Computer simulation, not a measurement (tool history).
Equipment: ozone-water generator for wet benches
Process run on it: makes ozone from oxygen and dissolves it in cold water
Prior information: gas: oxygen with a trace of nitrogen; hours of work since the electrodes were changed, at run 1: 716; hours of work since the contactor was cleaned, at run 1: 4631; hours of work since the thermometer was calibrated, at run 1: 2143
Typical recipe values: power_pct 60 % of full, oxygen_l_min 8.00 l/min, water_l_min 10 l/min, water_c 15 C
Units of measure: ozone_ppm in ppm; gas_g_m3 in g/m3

| run | hour | power_pct | oxygen_l_min | water_l_min | water_c | hours of work since the electrodes were changed | hours of work since the contactor was cleaned | hours of work since the thermometer was calibrated | ozone_ppm | gas_g_m3 |
|---|---|---|---|---|---|---|---|---|---|---|
| 1 | 0.0 | 60 | 8.00 | 10 | 15 | 716 | 4631 | 2143 | 26.2 | 189.7 |
| 2 | 30.5 | 60 | 8.00 | 10 | 15 | 735 | 4650 | 2161 | 26.4 | 192.8 |
| 3 | 59.4 | 60 | 8.00 | 10 | 19 | 752 | 4668 | 2179 | 24.3 | 191.8 |
| 4 | 96.4 | 60 | 8.00 | 10 | 19 | 775 | 4691 | 2202 | 24.0 | 191.7 |
| 5 | 127.9 | 60 | 8.00 | 10 | 19 | 794 | 4710 | 2221 | 24.0 | 192.8 |
| 6 | 175.7 | 60 | 8.00 | 7 | 15 | 824 | 4739 | 2250 | 32.4 | 190.8 |
| 7 | 216.1 | 60 | 9.41 | 7 | 15 | 848 | 4764 | 2275 | 30.6 | 178.1 |
| 8 | 260.9 | 60 | 9.41 | 7 | 15 | 876 | 4792 | 2303 | 30.1 | 176.1 |

Predict the results of run 9:
| 9 | 307.4 | 60 | 5.06 | 7 | 11 | 904 | 4820 | 2331 | ? | ? |

ozone_ppm: 39.1 ppm
gas_g_m3: 245.2 g/m3
Were there no unlogged condition in the tool, this run, its random variation unchanged, would have produced ozone_ppm 39.1 ppm, gas_g_m3 245.2 g/m3.
